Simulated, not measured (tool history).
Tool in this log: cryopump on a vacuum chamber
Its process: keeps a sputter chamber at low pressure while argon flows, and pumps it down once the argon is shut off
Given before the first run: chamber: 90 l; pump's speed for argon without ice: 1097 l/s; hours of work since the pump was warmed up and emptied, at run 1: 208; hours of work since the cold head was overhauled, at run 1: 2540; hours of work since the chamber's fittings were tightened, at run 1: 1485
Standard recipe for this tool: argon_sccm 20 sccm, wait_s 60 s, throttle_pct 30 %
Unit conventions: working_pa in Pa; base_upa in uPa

run    hour  argon_sccm  wait_s  throttle_pct  hours of work since the pump was warmed up and emptied  hours of work since the cold head was overhauled  hours of work since the chamber's fittings were tightened  working_pa  base_upa
  1       0          20      60            30                                                     208                                              2540                                                       1485      0.1053      3.67
  2      93          20      60            30                                                     285                                              2616                                                       1561       0.105      3.87
  3   138.1          20      60            30                                                     322                                              2654                                                       1599      0.1059      4.03
  4     208          20      60            30                                                     380                                              2711                                                       1656      0.1062      3.99
  5   295.2          20      60            30                                                     452                                              2783                                                       1728      0.1075      4.18
  6     371          20      60            30                                                     514                                              2846                                                       1791      0.1074      4.19
  7   434.7          20      60            30                                                     567                                              2899                                                       1844      0.1074      4.37
  8   509.2          20      60            30                                                     629                                              2960                                                       1905      0.1091      4.46
  9   590.7          20      60            30                                                     696                                              3027                                                       1972      0.1095      4.65
 10   642.5          33      60            30                                                     739                                              3070                                                       2015      0.1798      4.72
 11   718.5          11      60            30                                                     801                                              3133                                                       2078      0.0607      4.81
 12   786.7          11      60            30                                                     858                                              3189                                                       2134      0.0613      4.93
 13   872.8          11      60            30                                                     929                                              3260                                                       2205      0.0613      5.07
 14   970.7          20      60            30                                                    1010                                              3341                                                       2286      0.1125      5.21
 15  1046.2          20      60            30                                                    1072                                              3404                                                       2349       0.112      5.32
     1058.5  -- pump warmed up, emptied and cooled again
 16  1137.6          20      60            30                                                      65                                              3475                                                       2420      0.1053      4.64
 17  1217.8          20      60            30                                                     132                                              3541                                                       2486      0.1052      4.82
 18  1317.3          24      40            30                                                     214                                              3623                                                       2568      0.1268      5.63
 19  1361.5          12      60            31                                                     250                                              3660                                                       2605      0.0616         5
 20  1467.7          12      60            31                                                     338                                              3748                                                       2693      0.0617      5.04
 21  1568.9          12      60            31                                                     421                                              3831                                                       2776      0.0614      5.44
 22    1622          13      25            30                                                     465                                              3875                                                       2820      0.0698      8.01
 23  1722.5          19     131            48                                                     548                                              3958                                                       2903      0.0672       4.6
 24  1781.4           9      40            32                                                     597                                              4007                                                       2952      0.0455      6.63
 25  1883.2          15     229            35                                                     681                                              4091                                                       3036      0.0712      4.52
     1919.8  -- leaking fittings of the chamber tightened, without venting
 26  1969.8          22     229            35                                                     751                                              4161                                                         41      0.1044      0.87
 27  2074.5          22     229            35                                                     837                                              4247                                                        128      0.1064      0.96
 28  2137.9          27     135            21                                                     890                                              4299                                                        180      0.2091      1.31
 29  2201.3          16     155            21                                                     942                                              4352                                                        233      0.1249      1.35
 30  2280.4          16     155            21                                                    1008                                              4417                                                        298      0.1253      1.46
 31  2326.7          16     155            21                                                    1046                                              4455                                                        336      0.1258      1.51
     2369.8  -- pump warmed up, emptied and cooled again
 32  2396.9          20      52            30                                                      22                                              4509                                                        390      0.1042      2.73
 33  2466.6          20      52            30                                                      80                                              4567                                                        447      0.1039      2.68
 34    2573          20      52            22                                                     168                                              4655                                                        535      0.1436      2.84

Pick out some run-to-run changes in working_pa. Of each, how much would a tool without hidden state show as well, from the settings, what came in and chance, and how much is left for the hidden state and any gauge scatter not in both results compared?
The hidden state here: pump's speed, % of a pump's without ice; cold plate's temperature, K; leak into the chamber, uPa l/s; drift of the gauge itself on working_pa, %; drift of the gauge itself on base_upa, %.
Run 10 -> 11: argon_sccm 33 -> 11. working_pa -0.1191 Pa: hidden state -0.0071, all else -0.112.
Run 15 -> 16: pump warmed up, emptied and cooled again. working_pa -0.0067 Pa: hidden state -0.0088, all else +0.0021.
Run 27 -> 28: argon_sccm 22 -> 27, wait_s 229 -> 135, throttle_pct 35 -> 21. working_pa +0.1027 Pa: hidden state +0.0026, all else +0.1001.
Run 28 -> 29: argon_sccm 27 -> 16, wait_s 135 -> 155. working_pa -0.0842 Pa: hidden state -0.0042, all else -0.08.
Run 31 -> 32: argon_sccm 16 -> 20, wait_s 155 -> 52, throttle_pct 21 -> 30, pump warmed up, emptied and cooled again. working_pa -0.0216 Pa: hidden state -0.0065, all else -0.0151.
